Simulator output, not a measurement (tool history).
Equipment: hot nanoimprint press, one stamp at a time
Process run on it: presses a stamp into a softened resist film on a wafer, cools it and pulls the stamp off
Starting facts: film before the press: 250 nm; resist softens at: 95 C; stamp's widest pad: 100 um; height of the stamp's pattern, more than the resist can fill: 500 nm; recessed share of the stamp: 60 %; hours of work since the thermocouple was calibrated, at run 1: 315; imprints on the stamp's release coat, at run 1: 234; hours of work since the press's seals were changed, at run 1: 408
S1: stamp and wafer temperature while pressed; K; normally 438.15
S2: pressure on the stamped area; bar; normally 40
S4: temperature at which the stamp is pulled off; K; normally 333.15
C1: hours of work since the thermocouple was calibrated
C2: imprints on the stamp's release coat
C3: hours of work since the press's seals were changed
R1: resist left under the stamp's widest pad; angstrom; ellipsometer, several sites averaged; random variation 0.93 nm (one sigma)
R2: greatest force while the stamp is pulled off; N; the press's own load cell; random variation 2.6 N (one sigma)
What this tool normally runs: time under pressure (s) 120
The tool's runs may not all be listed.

{"run": 1, "hour": 0.0, "S1": 438.15, "S2": 40, "time under pressure (s)": 120, "S4": 333.15, "C1": 315, "C2": 234, "C3": 408, "R1": 1402, "R2": 241}
{"run": 2, "hour": 16.7, "S1": 438.15, "S2": 40, "time under pressure (s)": 120, "S4": 333.15, "C1": 326, "C2": 286, "C3": 420, "R1": 1404, "R2": 240}
{"run": 3, "hour": 37.6, "S1": 438.15, "S2": 40, "time under pressure (s)": 120, "S4": 333.15, "C1": 340, "C2": 351, "C3": 434, "R1": 1401, "R2": 236}
{"run": 4, "hour": 58.0, "S1": 438.15, "S2": 40, "time under pressure (s)": 120, "S4": 333.15, "C1": 354, "C2": 415, "C3": 448, "R1": 1410, "R2": 245}
{"run": 5, "hour": 69.3, "S1": 438.15, "S2": 40, "time under pressure (s)": 120, "S4": 324.15, "C1": 362, "C2": 451, "C3": 455, "R1": 1408, "R2": 278}
{"run": 6, "hour": 87.8, "S1": 438.15, "S2": 56.6, "time under pressure (s)": 120, "S4": 324.15, "C1": 374, "C2": 508, "C3": 468, "R1": 1262, "R2": 281}
{"hour": 104.0, "done": "stamp cleaned and given a new release coat"}
{"run": 7, "hour": 111.2, "S1": 438.15, "S2": 40, "time under pressure (s)": 120, "S4": 325.15, "C1": 386, "C2": 23, "C3": 480, "R1": 1431, "R2": 265}
{"run": 8, "hour": 132.7, "S1": 438.15, "S2": 40, "time under pressure (s)": 120, "S4": 323.15, "C1": 401, "C2": 90, "C3": 494, "R1": 1440, "R2": 280}
{"hour": 142.8, "done": "plate thermocouple calibrated"}
{"run": 9, "hour": 157.4, "S1": 433.15, "S2": 40, "time under pressure (s)": 120, "S4": 333.15, "C1": 10, "C2": 158, "C3": 509, "R1": 1727, "R2": 239}
{"run": 10, "hour": 170.1, "S1": 432.15, "S2": 40, "time under pressure (s)": 120, "S4": 333.15, "C1": 19, "C2": 198, "C3": 518, "R1": 1799, "R2": 242}
{"run": 11, "hour": 179.6, "S1": 438.15, "S2": 29, "time under pressure (s)": 120, "S4": 333.15, "C1": 25, "C2": 228, "C3": 524, "R1": 1604, "R2": 242}
{"hour": 197.2, "done": "plate thermocouple calibrated, once more"}
{"run": 12, "hour": 199.4, "S1": 438.15, "S2": 40, "time under pressure (s)": 120, "S4": 337.15, "C1": 1, "C2": 280, "C3": 535, "R1": 1310, "R2": 215}
{"run": 13, "hour": 212.8, "S1": 438.15, "S2": 40, "time under pressure (s)": 120, "S4": 337.15, "C1": 11, "C2": 322, "C3": 544, "R1": 1315, "R2": 216}
{"run": 14, "hour": 233.6, "S1": 438.15, "S2": 40, "time under pressure (s)": 120, "S4": 337.15, "C1": 25, "C2": 387, "C3": 559, "R1": 1333, "R2": 218}
{"run": 15, "hour": 250.0, "S1": 438.15, "S2": 40, "time under pressure (s)": 120, "S4": 337.15, "C1": 36, "C2": 439, "C3": 570, "R1": 1323, "R2": 218}
{"run": 16, "hour": 261.8, "S1": 438.15, "S2": 40, "time under pressure (s)": 120, "S4": 341.15, "C1": 44, "C2": 475, "C3": 578, "R1": 1320, "R2": 200}
{"run": 17, "hour": 274.3, "S1": 438.15, "S2": 40, "time under pressure (s)": 120, "S4": 341.15, "C1": 52, "C2": 515, "C3": 586, "R1": 1334, "R2": 202}
{"hour": 287.5, "done": "stamp cleaned and given a new release coat"}
{"run": 18, "hour": 297.9, "S1": 438.15, "S2": 40, "time under pressure (s)": 120, "S4": 341.15, "C1": 64, "C2": 33, "C3": 598, "R1": 1323, "R2": 193}
{"run": 19, "hour": 315.3, "S1": 438.15, "S2": 40, "time under pressure (s)": 120, "S4": 341.15, "C1": 76, "C2": 87, "C3": 610, "R1": 1342, "R2": 192}
{"run": 20, "hour": 332.6, "S1": 438.15, "S2": 40, "time under pressure (s)": 120, "S4": 341.15, "C1": 88, "C2": 141, "C3": 622, "R1": 1344, "R2": 195}
{"run": 21, "hour": 350.1, "S1": 438.15, "S2": 40, "time under pressure (s)": 120, "S4": 341.15, "C1": 100, "C2": 196, "C3": 633, "R1": 1326, "R2": 197}
{"run": 22, "hour": 363.4, "S1": 428.15, "S2": 28.6, "time under pressure (s)": 120, "S4": 330.15, "C1": 109, "C2": 238, "C3": 643, "R1": 2025, "R2": 244}
{"run": 23, "hour": 382.0, "S1": 428.15, "S2": 58.8, "time under pressure (s)": 64, "S4": 334.15, "C1": 121, "C2": 296, "C3": 655, "R1": 2013, "R2": 230}
{"run": 24, "hour": 395.1, "S1": 435.15, "S2": 55.6, "time under pressure (s)": 120, "S4": 333.15, "C1": 130, "C2": 337, "C3": 664, "R1": 1351, "R2": 234}
{"run": 25, "hour": 415.3, "S1": 441.15, "S2": 40, "time under pressure (s)": 75, "S4": 338.15, "C1": 144, "C2": 400, "C3": 678, "R1": 1423, "R2": 216}
{"run": 26, "hour": 436.9, "S1": 427.15, "S2": 40, "time under pressure (s)": 217, "S4": 333.15, "C1": 158, "C2": 468, "C3": 692, "R1": 1705, "R2": 235}
{"run": 27, "hour": 455.4, "S1": 442.15, "S2": 34.9, "time under pressure (s)": 217, "S4": 331.15, "C1": 171, "C2": 526, "C3": 705, "R1": 972, "R2": 250}
{"hour": 465.8, "done": "stamp cleaned and given a new release coat"}
{"run": 28, "hour": 480.3, "S1": 442.15, "S2": 34.9, "time under pressure (s)": 217, "S4": 331.15, "C1": 184, "C2": 46, "C3": 718, "R1": 958, "R2": 242}
{"run": 29, "hour": 491.1, "S1": 442.15, "S2": 34.9, "time under pressure (s)": 217, "S4": 331.15, "C1": 191, "C2": 80, "C3": 725, "R1": 987, "R2": 241}
{"run": 30, "hour": 505.6, "S1": 443.15, "S2": 45.6, "time under pressure (s)": 105, "S4": 321.15, "C1": 201, "C2": 125, "C3": 735, "R1": 1122, "R2": 282}

Here are 3 independent what-if runs from the current tool condition. What would each one return?
{"run": "A", "hour": 520.5, "S1": 443.15, "S2": 45.6, "time under pressure (s)": 70, "S4": 321.15, "C1": 211, "C2": 172, "C3": 745, "R1": "?", "R2": "?"}
{"run": "B", "hour": 520.5, "S1": 438.15, "S2": 45.6, "time under pressure (s)": 202, "S4": 324.15, "C1": 211, "C2": 172, "C3": 745, "R1": "?", "R2": "?"}
{"run": "C", "hour": 520.5, "S1": 447.15, "S2": 38.7, "time under pressure (s)": 105, "S4": 321.15, "C1": 211, "C2": 172, "C3": 745, "R1": "?", "R2": "?"}

run=A R1=1324 R2=288
run=B R1=1064 R2=275
run=C R1=1027 R2=289
Without the tool's hidden state the same runs would have given:
run=A R1=1261 R2=279
run=B R1=1004 R2=267
run=C R1=975 R2=281
